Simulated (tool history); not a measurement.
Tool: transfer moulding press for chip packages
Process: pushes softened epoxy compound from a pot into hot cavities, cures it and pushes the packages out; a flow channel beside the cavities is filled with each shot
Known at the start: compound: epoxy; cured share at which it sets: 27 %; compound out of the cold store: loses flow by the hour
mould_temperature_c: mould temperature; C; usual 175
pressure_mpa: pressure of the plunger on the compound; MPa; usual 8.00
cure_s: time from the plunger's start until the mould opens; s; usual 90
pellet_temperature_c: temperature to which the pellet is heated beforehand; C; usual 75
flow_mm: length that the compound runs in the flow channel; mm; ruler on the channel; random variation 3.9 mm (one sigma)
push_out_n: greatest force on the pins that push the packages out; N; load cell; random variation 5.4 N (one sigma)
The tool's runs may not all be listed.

run     day  mould_temperature_c  pressure_mpa  cure_s  pellet_temperature_c  incoming compound's hours out of the cold store  flow_mm  push_out_n
  1   0.000                  175          8.00      90                    75                                             12.3      915         185
  2   0.400                  175          8.00      90                    75                                             19.9      873         183
      0.942  -- cavities cleaned with cleaning compound and waxed
  3   0.996                  179          8.00      90                    75                                             25.0      827         162
      1.283  -- plunger's sealing rings changed
  4   1.917                  175          8.00      90                    75                                             19.6      873         185
  5   2.388                  175          8.00      90                    75                                             28.0      827         188
  6   2.888                  175          8.00      90                    75                                             36.0      792         173
  7   3.412                  175          8.00      90                    75                                             30.5      821         173
  8   3.804                  175          8.00      90                    75                                             29.0      829         176
  9   4.296                  175          8.00      85                    75                                             12.0      916         207
      4.675  -- cavities cleaned with cleaning compound and waxed
 10   5.038                  175          8.00      85                    75                                             27.2      829         191
 11   5.771                  175          8.00      99                    75                                             10.5      928         164
 12   6.458                  175          8.00      99                    75                                             26.5      840         167
 13   6.912                  180          8.00      73                    75                                             22.8      839         177
 14   7.462                  180          8.00      73                    75                                             39.6      759         188
 15   8.117                  179          6.07     121                    83                                             33.9      678         166
      8.275  -- cavities cleaned with cleaning compound and waxed
 16   8.567                  181          9.48      94                    78                                             28.5      871         153
 17   9.146                  174          7.37     106                    77                                             18.7      848         166
 18   9.546                  175          7.02     119                    75                                             20.7      811         158
 19  10.108                  173          7.26      76                    82                                             41.1      741         252
 20  10.908                  173          7.26      76                    82                                             30.8      784         257
 21  11.688                  173          7.00     116                    82                                             17.8      830         166
     11.862  -- cavities cleaned with cleaning compound and waxed
 22  12.138                  173          7.00     125                    69                                              8.4      883         158
 23  12.650                  180          7.07      87                    67                                             27.1      767         170
 24  13.262                  180          7.07      87                    67                                             40.1      709         171

Forecast each of these 4 alternatives for the next run:
  A  13.712                  179          9.18      87                    67                                             33.4        ?           ?
  B  13.712                  180          7.21      87                    66                                             13.0        ?           ?
  C  13.712                  183          7.10     103                    67                                             43.2        ?           ?
  D  13.712                  172          6.90      84                    67                                             46.4        ?           ?

run  flow_mm  push_out_n
  A      844         162
  B      843         165
  C      687         160
  D      697         216
Without the tool's hidden state the same runs would have given:
run  flow_mm  push_out_n
  A      845         160
  B      844         163
  C      687         158
  D      698         213

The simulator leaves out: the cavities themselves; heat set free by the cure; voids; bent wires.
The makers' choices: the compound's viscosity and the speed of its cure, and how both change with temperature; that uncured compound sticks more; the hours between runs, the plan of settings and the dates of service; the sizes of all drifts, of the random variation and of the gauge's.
